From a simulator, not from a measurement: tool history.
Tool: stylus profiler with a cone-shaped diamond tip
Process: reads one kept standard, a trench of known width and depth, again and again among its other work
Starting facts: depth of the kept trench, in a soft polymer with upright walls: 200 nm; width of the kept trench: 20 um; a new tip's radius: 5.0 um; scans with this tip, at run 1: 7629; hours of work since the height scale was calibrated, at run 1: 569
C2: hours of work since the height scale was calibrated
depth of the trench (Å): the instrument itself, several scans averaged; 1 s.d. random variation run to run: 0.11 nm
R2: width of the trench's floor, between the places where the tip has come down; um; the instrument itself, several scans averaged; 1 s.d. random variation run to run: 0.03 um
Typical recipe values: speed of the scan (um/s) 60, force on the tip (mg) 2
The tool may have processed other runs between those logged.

{"run": 1, "hour": 0.0, "speed of the scan (um/s)": 60, "force on the tip (mg)": 2, "scans with this tip": 7629, "C2": 569, "depth of the trench (Å)": 2023.2, "R2": 16.52}
{"run": 2, "hour": 31.5, "speed of the scan (um/s)": 60, "force on the tip (mg)": 2, "scans with this tip": 7920, "C2": 591, "depth of the trench (Å)": 2022.5, "R2": 16.47}
{"run": 3, "hour": 53.1, "speed of the scan (um/s)": 51, "force on the tip (mg)": 2, "scans with this tip": 8119, "C2": 606, "depth of the trench (Å)": 2023.3, "R2": 16.52}
{"run": 4, "hour": 80.1, "speed of the scan (um/s)": 34, "force on the tip (mg)": 2, "scans with this tip": 8369, "C2": 625, "depth of the trench (Å)": 2021.2, "R2": 16.6}
{"run": 5, "hour": 116.2, "speed of the scan (um/s)": 34, "force on the tip (mg)": 2, "scans with this tip": 8702, "C2": 649, "depth of the trench (Å)": 2021, "R2": 16.55}
{"run": 6, "hour": 142.0, "speed of the scan (um/s)": 46, "force on the tip (mg)": 2, "scans with this tip": 8940, "C2": 667, "depth of the trench (Å)": 2024.1, "R2": 16.49}
{"run": 7, "hour": 159.4, "speed of the scan (um/s)": 60, "force on the tip (mg)": 2, "scans with this tip": 9100, "C2": 679, "depth of the trench (Å)": 2022.1, "R2": 16.42}
{"run": 8, "hour": 193.0, "speed of the scan (um/s)": 60, "force on the tip (mg)": 2, "scans with this tip": 9411, "C2": 702, "depth of the trench (Å)": 2023.4, "R2": 16.39}
{"run": 9, "hour": 215.1, "speed of the scan (um/s)": 60, "force on the tip (mg)": 2, "scans with this tip": 9615, "C2": 718, "depth of the trench (Å)": 2022.6, "R2": 16.42}
{"run": 10, "hour": 242.6, "speed of the scan (um/s)": 60, "force on the tip (mg)": 2, "scans with this tip": 9869, "C2": 736, "depth of the trench (Å)": 2020, "R2": 16.39}
{"run": 11, "hour": 273.4, "speed of the scan (um/s)": 60, "force on the tip (mg)": 2, "scans with this tip": 10153, "C2": 758, "depth of the trench (Å)": 2023, "R2": 16.42}
{"run": 12, "hour": 293.0, "speed of the scan (um/s)": 60, "force on the tip (mg)": 2, "scans with this tip": 10334, "C2": 771, "depth of the trench (Å)": 2022.1, "R2": 16.44}
{"run": 13, "hour": 325.5, "speed of the scan (um/s)": 60, "force on the tip (mg)": 2, "scans with this tip": 10634, "C2": 794, "depth of the trench (Å)": 2019.2, "R2": 16.38}
{"run": 14, "hour": 356.1, "speed of the scan (um/s)": 60, "force on the tip (mg)": 2, "scans with this tip": 10916, "C2": 815, "depth of the trench (Å)": 2018.9, "R2": 16.31}
{"run": 15, "hour": 392.9, "speed of the scan (um/s)": 60, "force on the tip (mg)": 2, "scans with this tip": 11256, "C2": 840, "depth of the trench (Å)": 2020.9, "R2": 16.29}
{"run": 16, "hour": 422.3, "speed of the scan (um/s)": 60, "force on the tip (mg)": 2, "scans with this tip": 11528, "C2": 860, "depth of the trench (Å)": 2020.4, "R2": 16.34}
{"run": 17, "hour": 447.6, "speed of the scan (um/s)": 24, "force on the tip (mg)": 2, "scans with this tip": 11762, "C2": 878, "depth of the trench (Å)": 2018.6, "R2": 16.37}
{"run": 18, "hour": 481.2, "speed of the scan (um/s)": 24, "force on the tip (mg)": 2, "scans with this tip": 12072, "C2": 901, "depth of the trench (Å)": 2019.4, "R2": 16.35}
{"run": 19, "hour": 520.6, "speed of the scan (um/s)": 184, "force on the tip (mg)": 2, "scans with this tip": 12435, "C2": 928, "depth of the trench (Å)": 2020.6, "R2": 15.89}
{"run": 20, "hour": 554.5, "speed of the scan (um/s)": 184, "force on the tip (mg)": 2, "scans with this tip": 12748, "C2": 951, "depth of the trench (Å)": 2018.4, "R2": 15.91}
{"run": 21, "hour": 590.1, "speed of the scan (um/s)": 184, "force on the tip (mg)": 2, "scans with this tip": 13077, "C2": 976, "depth of the trench (Å)": 2019.7, "R2": 15.89}
{"run": 22, "hour": 622.0, "speed of the scan (um/s)": 60, "force on the tip (mg)": 2, "scans with this tip": 13371, "C2": 998, "depth of the trench (Å)": 2018.6, "R2": 16.23}
{"run": 23, "hour": 659.7, "speed of the scan (um/s)": 60, "force on the tip (mg)": 2, "scans with this tip": 13719, "C2": 1024, "depth of the trench (Å)": 2020.6, "R2": 16.15}
{"run": 24, "hour": 699.5, "speed of the scan (um/s)": 60, "force on the tip (mg)": 2, "scans with this tip": 14087, "C2": 1051, "depth of the trench (Å)": 2018.9, "R2": 16.23}
{"run": 25, "hour": 725.3, "speed of the scan (um/s)": 168, "force on the tip (mg)": 4.27, "scans with this tip": 14325, "C2": 1069, "depth of the trench (Å)": 2035.7, "R2": 16.01}
{"run": 26, "hour": 760.5, "speed of the scan (um/s)": 51, "force on the tip (mg)": 5.22, "scans with this tip": 14650, "C2": 1093, "depth of the trench (Å)": 2042.3, "R2": 16.27}
{"run": 27, "hour": 796.3, "speed of the scan (um/s)": 16, "force on the tip (mg)": 1.06, "scans with this tip": 14981, "C2": 1118, "depth of the trench (Å)": 2006.7, "R2": 16.2}
{"run": 28, "hour": 831.1, "speed of the scan (um/s)": 170, "force on the tip (mg)": 1.06, "scans with this tip": 15302, "C2": 1142, "depth of the trench (Å)": 2009.1, "R2": 15.65}
{"run": 29, "hour": 855.9, "speed of the scan (um/s)": 43, "force on the tip (mg)": 1.54, "scans with this tip": 15531, "C2": 1159, "depth of the trench (Å)": 2013.5, "R2": 16.13}
{"run": 30, "hour": 873.3, "speed of the scan (um/s)": 41, "force on the tip (mg)": 2, "scans with this tip": 15691, "C2": 1171, "depth of the trench (Å)": 2016.7, "R2": 16.13}
{"hour": 875.5, "done": "height scale calibrated on a step standard"}
{"run": 31, "hour": 891.8, "speed of the scan (um/s)": 229, "force on the tip (mg)": 4.88, "scans with this tip": 15857, "C2": 11, "depth of the trench (Å)": 2035.8, "R2": 15.84}
{"run": 32, "hour": 931.0, "speed of the scan (um/s)": 41, "force on the tip (mg)": 1.41, "scans with this tip": 16219, "C2": 38, "depth of the trench (Å)": 2008.2, "R2": 16.08}
{"run": 33, "hour": 951.7, "speed of the scan (um/s)": 41, "force on the tip (mg)": 1.41, "scans with this tip": 16411, "C2": 53, "depth of the trench (Å)": 2006.9, "R2": 16.08}
{"run": 34, "hour": 972.0, "speed of the scan (um/s)": 216, "force on the tip (mg)": 2, "scans with this tip": 16598, "C2": 67, "depth of the trench (Å)": 2013.4, "R2": 15.59}
{"hour": 1004.4, "done": "height scale calibrated on a step standard, once more"}
{"run": 35, "hour": 1006.9, "speed of the scan (um/s)": 59, "force on the tip (mg)": 2, "scans with this tip": 16916, "C2": 2, "depth of the trench (Å)": 2027.9, "R2": 16.01}
{"run": 36, "hour": 1033.9, "speed of the scan (um/s)": 48, "force on the tip (mg)": 0.72, "scans with this tip": 17164, "C2": 20, "depth of the trench (Å)": 2012.9, "R2": 15.94}
{"run": 37, "hour": 1070.1, "speed of the scan (um/s)": 48, "force on the tip (mg)": 3.45, "scans with this tip": 17499, "C2": 45, "depth of the trench (Å)": 2039.8, "R2": 16.03}
{"run": 38, "hour": 1109.5, "speed of the scan (um/s)": 20, "force on the tip (mg)": 3.45, "scans with this tip": 17863, "C2": 72, "depth of the trench (Å)": 2039.9, "R2": 16.07}
{"run": 39, "hour": 1143.1, "speed of the scan (um/s)": 63, "force on the tip (mg)": 2.6, "scans with this tip": 18173, "C2": 96, "depth of the trench (Å)": 2033.5, "R2": 15.95}
{"run": 40, "hour": 1170.5, "speed of the scan (um/s)": 63, "force on the tip (mg)": 2.6, "scans with this tip": 18425, "C2": 114, "depth of the trench (Å)": 2030.7, "R2": 15.93}
{"run": 41, "hour": 1200.8, "speed of the scan (um/s)": 63, "force on the tip (mg)": 2.6, "scans with this tip": 18706, "C2": 135, "depth of the trench (Å)": 2030.9, "R2": 15.97}
{"run": 42, "hour": 1220.4, "speed of the scan (um/s)": 75, "force on the tip (mg)": 4.81, "scans with this tip": 18887, "C2": 149, "depth of the trench (Å)": 2049.1, "R2": 15.93}
{"run": 43, "hour": 1249.8, "speed of the scan (um/s)": 75, "force on the tip (mg)": 4.81, "scans with this tip": 19158, "C2": 169, "depth of the trench (Å)": 2047.9, "R2": 15.98}
{"run": 44, "hour": 1288.0, "speed of the scan (um/s)": 237, "force on the tip (mg)": 2, "scans with this tip": 19511, "C2": 195, "depth of the trench (Å)": 2026.7, "R2": 15.4}
{"run": 45, "hour": 1322.6, "speed of the scan (um/s)": 237, "force on the tip (mg)": 2, "scans with this tip": 19830, "C2": 219, "depth of the trench (Å)": 2026.2, "R2": 15.4}

Entry by entry between the runs, the difference in hidden state between the last listed run before and the first listed run after:
Runs 30 to 31: height scale calibrated on a step standard (hour 875.5)
  radius of the tip, um: 8.8 -> 8.84; height scale over the true one, %: -0.515 -> -0.684
  measured less the result without the state, depth of the trench (Å): -10.5 -> -14; R2: -0.93 -> -0.94 um
Runs 34 to 35: height scale calibrated on a step standard, once more (hour 1004.4)
  radius of the tip, um: 9.03 -> 9.11; height scale over the true one, %: -0.71 -> 0.019
  measured less the result without the state, depth of the trench (Å): -14.4 -> +0.4; R2: -0.98 -> -0.99 um

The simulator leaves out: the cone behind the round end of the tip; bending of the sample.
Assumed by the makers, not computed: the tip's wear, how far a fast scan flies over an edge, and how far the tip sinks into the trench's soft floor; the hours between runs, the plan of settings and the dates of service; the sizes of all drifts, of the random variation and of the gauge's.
